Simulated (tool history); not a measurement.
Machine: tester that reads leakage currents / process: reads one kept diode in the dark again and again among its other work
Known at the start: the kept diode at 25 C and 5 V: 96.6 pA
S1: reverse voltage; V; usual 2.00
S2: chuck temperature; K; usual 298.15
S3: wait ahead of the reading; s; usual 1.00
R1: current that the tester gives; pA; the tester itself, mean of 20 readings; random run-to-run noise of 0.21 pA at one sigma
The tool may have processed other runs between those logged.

run      day     S1      S2    S3      R1
  1    0.000   2.00  298.15  1.00   73.84
  2    8.008   2.00  298.15  1.00   75.29
  3   15.338   2.00  298.15  1.00   75.92
  4   23.412   2.00  298.15  1.00   77.23
  5   32.317   2.00  298.15  1.00   78.62
  6   37.675   2.00  298.15  1.00   79.49
  7   45.058  12.41  298.15  1.00  185.03
  8   55.254   2.00  298.15  1.00   77.77
  9   64.771   2.00  298.15  1.00   78.60
 10   73.804   2.00  298.15  1.00   80.71
 11   83.479   2.00  298.15  0.30   88.16
 12   93.429   2.00  298.15  0.30   90.00
 13  101.958   2.00  298.15  0.30   91.42
 14  111.454   2.43  298.15  1.00   74.37
 15  117.454   2.43  298.15  1.00   76.08
 16  127.108   2.43  298.15  1.00   77.10
 17  134.304   2.00  314.15  1.00  215.50
 18  142.954   2.00  298.15  3.60   74.63
 19  148.088   2.00  298.15  3.60   75.19
 20  155.200   2.00  298.15  1.00   76.71
 21  164.808   4.45  316.15  9.65  362.09
 22  171.246   4.45  316.15  9.65  363.99
 23  177.083   4.45  296.15  9.65   98.13
 24  181.429   4.31  315.15  2.39  343.74
 25  186.625   4.69  298.15  1.00  117.64
 26  195.579   4.74  303.15  1.53  156.80
 27  202.658   5.43  296.15  2.63  100.79
 28  207.192   5.16  298.15  0.38  118.89
 29  214.600   6.88  298.15  3.52  110.12
 30  224.829   3.45  298.15  2.56   85.65
 31  233.696   3.45  298.15  2.56   87.42
 32  242.217   3.45  298.15  2.56   89.40
 33  246.446   3.53  321.15  0.73  426.02
 34  252.558   1.25  298.15  8.05   60.18
 35  258.117   1.25  298.15  8.05   61.16
 36  265.621   1.25  319.15  8.05  257.79
 37  275.725   1.13  298.15  4.83   60.33
 38  283.721   1.33  298.15  3.86   65.23
 39  293.629   4.06  296.15  5.35   92.84

The log once held 6 entries between its listed runs, left out of this copy. Where does each go, and what is different about the tool's unlogged condition between the listed run before it and the listed run after it?
Run 7 -> run 8: probe card cleaned and baked (day 47.258)
  stray current of the dirty probe card, pA a volt: 2.311 -> 0.166; current scale over the true one, %: -1.11 -> -1.23; true chuck temperature over the reading, C: 1.63 -> 1.87
  difference, measured minus the result without the unlogged condition, R1: +44.18 -> +9.40 pA
Run 10 -> run 11: chuck's temperature calibrated (day 82.892)
  stray current of the dirty probe card, pA a volt: 0.481 -> 0.644; current scale over the true one, %: -1.45 -> -1.57; true chuck temperature over the reading, C: 2.3 -> 3.41
  difference, measured minus the result without the unlogged condition, R1: +12.28 -> +19.11 pA
Run 13 -> run 14: chuck's temperature calibrated, once more (day 107.375)
  stray current of the dirty probe card, pA a volt: 0.942 -> 1.11; current scale over the true one, %: -1.78 -> -1.9; true chuck temperature over the reading, C: 3.85 -> -0.02
  difference, measured minus the result without the unlogged condition, R1: +22.29 -> +1.11 pA
Run 17 -> run 18: tester calibrated (day 139.858)
  stray current of the dirty probe card, pA a volt: 1.501 -> 1.638; current scale over the true one, %: -2.16 -> 0.03; true chuck temperature over the reading, C: 0.49 -> 0.69
  difference, measured minus the result without the unlogged condition, R1: +5.19 -> +6.76 pA
Run 25 -> run 26: probe card cleaned and baked (day 192.200)
  stray current of the dirty probe card, pA a volt: 2.355 -> 0.08; current scale over the true one, %: -0.47 -> -0.58; true chuck temperature over the reading, C: 1.72 -> 1.91
  difference, measured minus the result without the unlogged condition, R1: +22.98 -> +19.34 pA
Run 28 -> run 29: chuck's temperature calibrated (day 214.396)
  stray current of the dirty probe card, pA a volt: 0.282 -> 0.404; current scale over the true one, %: -0.72 -> -0.81; true chuck temperature over the reading, C: 2.18 -> -0.11
  difference, measured minus the result without the unlogged condition, R1: +17.68 -> +0.81 pA
